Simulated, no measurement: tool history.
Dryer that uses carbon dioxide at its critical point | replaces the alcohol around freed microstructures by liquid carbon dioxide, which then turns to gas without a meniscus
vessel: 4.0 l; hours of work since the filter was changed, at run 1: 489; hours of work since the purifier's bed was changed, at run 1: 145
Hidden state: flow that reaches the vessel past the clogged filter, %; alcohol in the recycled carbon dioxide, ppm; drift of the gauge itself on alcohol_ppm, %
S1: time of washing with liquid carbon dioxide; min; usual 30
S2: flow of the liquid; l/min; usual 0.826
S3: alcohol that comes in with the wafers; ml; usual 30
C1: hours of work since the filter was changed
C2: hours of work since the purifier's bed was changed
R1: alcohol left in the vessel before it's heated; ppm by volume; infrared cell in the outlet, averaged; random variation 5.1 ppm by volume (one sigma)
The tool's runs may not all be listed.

run	day	S1	S2	S3	C1	C2	R1
1	0	30	0.826	30	489	145	147
2	0.329	30	0.826	30	492	148	149
3	0.804	30	0.826	30	496	152	150
4	1.121	30	1.218	30	498	155	65
5	1.379	30	1.218	30	501	157	63
6	1.792	30	1.218	30	504	161	66
7	2.033	30	1.133	30	506	163	65
8	2.421	30	0.826	30	509	166	149
9	2.792	30	0.826	42	512	169	196
10	3.046	29	0.826	30	515	171	173
11	3.35	29	0.826	30	517	174	169
12	3.692	18	0.826	30	520	177	644
13	3.933	18	0.826	30	522	179	631
14	4.271	18	0.826	30	525	181	641
15	4.542	18	0.826	30	527	184	647
16	4.825	18	0.826	30	530	186	643
17	5.267	22	0.826	30	533	190	388
18	5.762	22	0.826	30	538	194	402
19	6.138	22	0.826	30	541	197	395
20	6.542	42	0.826	30	544	201	78
21	7.025	42	0.826	30	548	205	86
22	7.458	42	0.826	30	552	208	68
23	7.729	42	0.952	30	554	211	62
24	8.079	19	1.071	30	557	214	294
25	8.621	19	1.071	30	562	218	289
26	9.129	30	1.218	55	566	222	90
27	9.467	30	0.578	85	569	225	1152
28	9.925	37	0.81	30	573	229	111
29	10.404	36	0.826	30	577	233	111
30	10.654	36	0.826	30	579	235	105
31	10.908	36	0.885	30	581	237	108
32	11.429	30	1.232	74	585	242	111
33	11.738	30	1.232	74	588	244	101
34	12.3	36	0.826	30	593	249	114
# day 12.475: inlet filter changed
35	12.879	44	0.826	30	3	254	80
36	13.179	44	0.826	30	6	256	78
37	13.738	44	0.826	20	11	261	88
38	14.242	24	0.583	31	15	265	617
39	14.571	35	1.091	30	18	268	85

4 ways to go on from here, each from the tool as it stands after run 39. What would each give?
A	14.883	20	1.091	30	20	271	?
B	14.883	27	0.58	47	20	271	?
C	14.883	28	1.091	30	20	271	?
D	14.883	36	1.22	48	20	271	?

run	R1
A	201
B	686
C	105
D	77
Without the tool's hidden state the same runs would have given:
run	R1
A	130
B	606
C	35
D	8
